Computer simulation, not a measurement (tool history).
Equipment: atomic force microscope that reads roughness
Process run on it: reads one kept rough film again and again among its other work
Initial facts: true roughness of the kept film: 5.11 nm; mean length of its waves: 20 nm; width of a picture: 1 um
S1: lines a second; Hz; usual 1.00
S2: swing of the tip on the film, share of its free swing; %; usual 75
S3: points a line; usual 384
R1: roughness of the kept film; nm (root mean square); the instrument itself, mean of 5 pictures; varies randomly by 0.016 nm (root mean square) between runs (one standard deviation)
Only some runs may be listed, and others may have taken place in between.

{"run": 1, "day": 0.0, "S1": 1.0, "S2": 75, "S3": 384, "R1": 3.799}
{"run": 2, "day": 0.446, "S1": 1.0, "S2": 75, "S3": 384, "R1": 3.75}
{"run": 3, "day": 0.958, "S1": 1.0, "S2": 75, "S3": 275, "R1": 3.642}
{"run": 4, "day": 1.333, "S1": 1.0, "S2": 75, "S3": 579, "R1": 3.706}
{"run": 5, "day": 1.717, "S1": 1.0, "S2": 75, "S3": 579, "R1": 3.651}
{"run": 6, "day": 2.075, "S1": 1.0, "S2": 58, "S3": 384, "R1": 3.651}
{"run": 7, "day": 2.667, "S1": 1.0, "S2": 58, "S3": 384, "R1": 3.648}
{"run": 8, "day": 3.029, "S1": 1.0, "S2": 58, "S3": 370, "R1": 3.613}
{"run": 9, "day": 3.488, "S1": 1.0, "S2": 58, "S3": 370, "R1": 3.564}
{"run": 10, "day": 3.946, "S1": 2.39, "S2": 75, "S3": 384, "R1": 3.384}
{"run": 11, "day": 4.521, "S1": 1.35, "S2": 75, "S3": 384, "R1": 3.384}
{"run": 12, "day": 4.825, "S1": 1.0, "S2": 75, "S3": 384, "R1": 3.439}
{"run": 13, "day": 5.275, "S1": 1.0, "S2": 75, "S3": 384, "R1": 3.387}
{"run": 14, "day": 5.796, "S1": 1.0, "S2": 75, "S3": 384, "R1": 3.373}
{"run": 15, "day": 6.379, "S1": 1.0, "S2": 75, "S3": 384, "R1": 3.319}
{"run": 16, "day": 6.833, "S1": 1.0, "S2": 75, "S3": 384, "R1": 3.277}
{"run": 17, "day": 7.383, "S1": 1.92, "S2": 75, "S3": 384, "R1": 3.208}
{"run": 18, "day": 7.692, "S1": 1.0, "S2": 87, "S3": 822, "R1": 3.217}
{"run": 19, "day": 8.125, "S1": 2.03, "S2": 90, "S3": 514, "R1": 2.973}
{"run": 20, "day": 8.754, "S1": 2.03, "S2": 68, "S3": 561, "R1": 3.168}
{"run": 21, "day": 9.354, "S1": 2.03, "S2": 68, "S3": 561, "R1": 3.112}
{"run": 22, "day": 9.9, "S1": 2.03, "S2": 68, "S3": 561, "R1": 3.098}
{"run": 23, "day": 10.383, "S1": 1.41, "S2": 55, "S3": 357, "R1": 3.141}
{"run": 24, "day": 10.829, "S1": 1.41, "S2": 55, "S3": 357, "R1": 3.139}
{"run": 25, "day": 11.117, "S1": 2.8, "S2": 78, "S3": 891, "R1": 2.913}
{"run": 26, "day": 11.662, "S1": 0.53, "S2": 89, "S3": 384, "R1": 3.014}
{"run": 27, "day": 12.133, "S1": 3.94, "S2": 65, "S3": 384, "R1": 2.906}
{"run": 28, "day": 12.425, "S1": 3.94, "S2": 65, "S3": 315, "R1": 2.866}
{"run": 29, "day": 12.879, "S1": 0.55, "S2": 75, "S3": 662, "R1": 3.03}
{"run": 30, "day": 13.333, "S1": 0.94, "S2": 75, "S3": 305, "R1": 2.924}
{"run": 31, "day": 13.662, "S1": 0.94, "S2": 75, "S3": 305, "R1": 2.895}

Run 32 comes next. What will it give?
{"day": 13.9, "done": "new tip fitted"}
{"run": 32, "day": 14.329, "S1": 0.94, "S2": 75, "S3": 305, "R1": "?"}

{"run 32": {"R1": 3.841}}
With no hidden state in the tool, this same run would have given R1 3.875 nm (root mean square).
